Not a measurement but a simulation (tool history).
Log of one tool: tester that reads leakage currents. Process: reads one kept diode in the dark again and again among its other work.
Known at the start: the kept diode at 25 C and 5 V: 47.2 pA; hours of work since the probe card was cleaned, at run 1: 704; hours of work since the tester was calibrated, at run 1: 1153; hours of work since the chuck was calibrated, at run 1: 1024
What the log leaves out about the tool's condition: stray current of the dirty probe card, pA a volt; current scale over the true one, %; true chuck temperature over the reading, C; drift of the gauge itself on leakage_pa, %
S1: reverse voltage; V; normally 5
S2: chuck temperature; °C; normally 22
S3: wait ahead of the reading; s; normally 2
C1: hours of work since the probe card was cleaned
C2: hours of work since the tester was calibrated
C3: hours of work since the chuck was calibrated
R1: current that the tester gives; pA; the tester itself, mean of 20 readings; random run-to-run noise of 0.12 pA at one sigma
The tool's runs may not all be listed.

run 1 hour=0 | S1=5 S2=22 S3=2 | C1=704 C2=1153 C3=1024 | R1=41.26
run 2 hour=23.6 | S1=5 S2=22 S3=2 | C1=716 C2=1165 C3=1037 | R1=41.06
run 3 hour=56 | S1=5 S2=22 S3=2.64 | C1=733 C2=1182 C3=1054 | R1=41.33
run 4 hour=80.2 | S1=5 S2=22 S3=2 | C1=746 C2=1195 C3=1067 | R1=41.39
run 5 hour=104.9 | S1=5 S2=22 S3=2 | C1=759 C2=1208 C3=1080 | R1=41.38
run 6 hour=126.6 | S1=5 S2=22 S3=2 | C1=770 C2=1219 C3=1091 | R1=41.43
run 7 hour=149.3 | S1=5 S2=22 S3=2 | C1=782 C2=1231 C3=1103 | R1=41.51
-- hour=174 chuck's temperature calibrated
run 8 hour=188 | S1=5 S2=22 S3=2 | C1=801 C2=1251 C3=7 | R1=37.98
run 9 hour=228.2 | S1=5 S2=22 S3=2 | C1=822 C2=1272 C3=28 | R1=38.33
run 10 hour=253.1 | S1=5 S2=22 S3=2 | C1=835 C2=1285 C3=42 | R1=38.31
-- hour=259.7 probe card cleaned and baked
run 11 hour=284 | S1=5 S2=22 S3=2 | C1=13 C2=1299 C3=56 | R1=38.69
run 12 hour=320.4 | S1=5 S2=22 S3=2 | C1=32 C2=1318 C3=75 | R1=38.63
run 13 hour=347.5 | S1=5 S2=22 S3=2 | C1=46 C2=1333 C3=90 | R1=38.92
run 14 hour=371.1 | S1=5 S2=22 S3=2 | C1=58 C2=1345 C3=102 | R1=39.01
run 15 hour=407.9 | S1=7.74 S2=41 S3=0.38 | C1=78 C2=1364 C3=121 | R1=211.86
run 16 hour=447.7 | S1=5.33 S2=27 S3=0.46 | C1=99 C2=1385 C3=142 | R1=63.83
-- hour=465.6 probe card cleaned and baked, once more
run 17 hour=496 | S1=5 S2=22 S3=4.6 | C1=16 C2=1409 C3=166 | R1=37.28
run 18 hour=519.1 | S1=5 S2=22 S3=1.13 | C1=28 C2=1421 C3=178 | R1=38.85
run 19 hour=537.4 | S1=5 S2=22 S3=1.13 | C1=38 C2=1431 C3=188 | R1=38.6
run 20 hour=579.2 | S1=15.57 S2=22 S3=1.13 | C1=60 C2=1453 C3=210 | R1=61.45
run 21 hour=602.8 | S1=15.57 S2=22 S3=1.13 | C1=72 C2=1465 C3=222 | R1=61.75
run 22 hour=631.3 | S1=15.57 S2=22 S3=1.13 | C1=87 C2=1480 C3=237 | R1=61.56
run 23 hour=673.3 | S1=17.25 S2=40 S3=7.69 | C1=109 C2=1502 C3=259 | R1=254.99
run 24 hour=716.4 | S1=17.25 S2=40 S3=7.69 | C1=132 C2=1525 C3=282 | R1=255.84

Alternative continuations, all from the tool just after run 24; predict every row:
run A hour=757 | S1=3.11 S2=31 S3=7.69 | C1=153 C2=1546 C3=303 | R1=?
run B hour=757 | S1=1.32 S2=56 S3=0.32 | C1=153 C2=1546 C3=303 | R1=?
run C hour=757 | S1=10.2 S2=37 S3=1.69 | C1=153 C2=1546 C3=303 | R1=?

run=A R1=67.32
run=B R1=329.32
run=C R1=168.25
Stripped of hidden state, with their random variation kept, the same runs would have yielded:
run=A R1=65.95
run=B R1=324.38
run=C R1=164.96

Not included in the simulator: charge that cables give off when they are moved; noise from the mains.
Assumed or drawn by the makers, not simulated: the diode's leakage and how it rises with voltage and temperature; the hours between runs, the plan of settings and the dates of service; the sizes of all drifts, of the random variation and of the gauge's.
